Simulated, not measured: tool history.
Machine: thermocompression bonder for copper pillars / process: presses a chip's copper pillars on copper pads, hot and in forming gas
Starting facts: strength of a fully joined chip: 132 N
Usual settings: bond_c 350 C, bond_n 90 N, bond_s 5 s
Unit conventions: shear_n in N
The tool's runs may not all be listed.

| run | hour | bond_c | bond_n | bond_s | shear_n |
|---|---|---|---|---|---|
| 1 | 0 | 350 | 90 | 5 | 59.5 |
| 2 | 12.8 | 350 | 90 | 5 | 58 |
| 3 | 22 | 350 | 90 | 5 | 58.4 |
|  | 29.1 | forming gas filter changed |
| 4 | 29.2 | 350 | 90 | 5 | 59.4 |
| 5 | 42.6 | 350 | 90 | 5 | 60.7 |
| 6 | 58.7 | 365 | 90 | 5 | 69.3 |
| 7 | 73.2 | 365 | 90 | 5 | 69.1 |
| 8 | 85.8 | 365 | 90 | 5 | 69.1 |
| 9 | 92.8 | 367 | 90 | 5 | 69.2 |
| 10 | 106.7 | 379 | 90 | 5 | 76.9 |
| 11 | 118.7 | 350 | 90 | 5 | 58 |
| 12 | 130.6 | 350 | 90 | 5 | 58.2 |
| 13 | 138.7 | 350 | 90 | 5 | 59.8 |
| 14 | 153.1 | 350 | 90 | 4 | 54.4 |
| 15 | 164.3 | 350 | 55 | 4 | 38.4 |
| 16 | 171 | 321 | 90 | 5 | 44.2 |
| 17 | 177.8 | 321 | 90 | 5 | 42.3 |
|  | 189.5 | forming gas filter changed |
| 18 | 193.1 | 350 | 90 | 3 | 50.5 |
| 19 | 200 | 350 | 90 | 3 | 50.9 |
| 20 | 210 | 347 | 90 | 5 | 59.2 |
| 21 | 220.8 | 347 | 90 | 5 | 60.6 |
| 22 | 232 | 347 | 112 | 10 | 82.1 |
| 23 | 243.7 | 356 | 74 | 9 | 70.7 |
| 24 | 254.5 | 356 | 110 | 9 | 86.9 |
| 25 | 261.2 | 356 | 110 | 9 | 85.2 |
| 26 | 271.9 | 356 | 101 | 4 | 63.8 |
| 27 | 282.8 | 335 | 76 | 5 | 45.3 |
| 28 | 296.2 | 322 | 97 | 8 | 56.1 |
| 29 | 307.2 | 359 | 90 | 5 | 64.2 |
| 30 | 318.4 | 350 | 75 | 5 | 54 |
| 31 | 332.9 | 350 | 90 | 3 | 49.6 |
| 32 | 343.4 | 329 | 70 | 3 | 32.2 |
|  | 350.1 | forming gas filter changed |
| 33 | 355.8 | 376 | 132 | 3 | 83.6 |
| 34 | 364.8 | 371 | 96 | 7 | 86.8 |
| 35 | 374.6 | 346 | 71 | 5 | 50.5 |
| 36 | 381.6 | 346 | 71 | 5 | 51.1 |
| 37 | 394.2 | 346 | 55 | 3 | 35.3 |
| 38 | 400.8 | 321 | 133 | 3 | 47.6 |
| 39 | 408 | 342 | 90 | 10 | 72.3 |
| 40 | 418.6 | 375 | 80 | 6 | 76.6 |
| 41 | 425.8 | 324 | 124 | 3 | 48.2 |

3 ways to go on from here, each from the tool as it stands after run 41. What would each give?
| A | 434.5 | 350 | 70 | 11 | ? |
| B | 434.5 | 363 | 124 | 3 | ? |
| C | 434.5 | 371 | 96 | 5 | ? |

| run | shear_n |
|---|---|
| A | 69.9 |
| B | 68.5 |
| C | 78.4 |
Stripped of hidden state, with their random variation kept, the same runs would have yielded:
| run | shear_n |
|---|---|
| A | 64.6 |
| B | 63.5 |
| C | 73.3 |
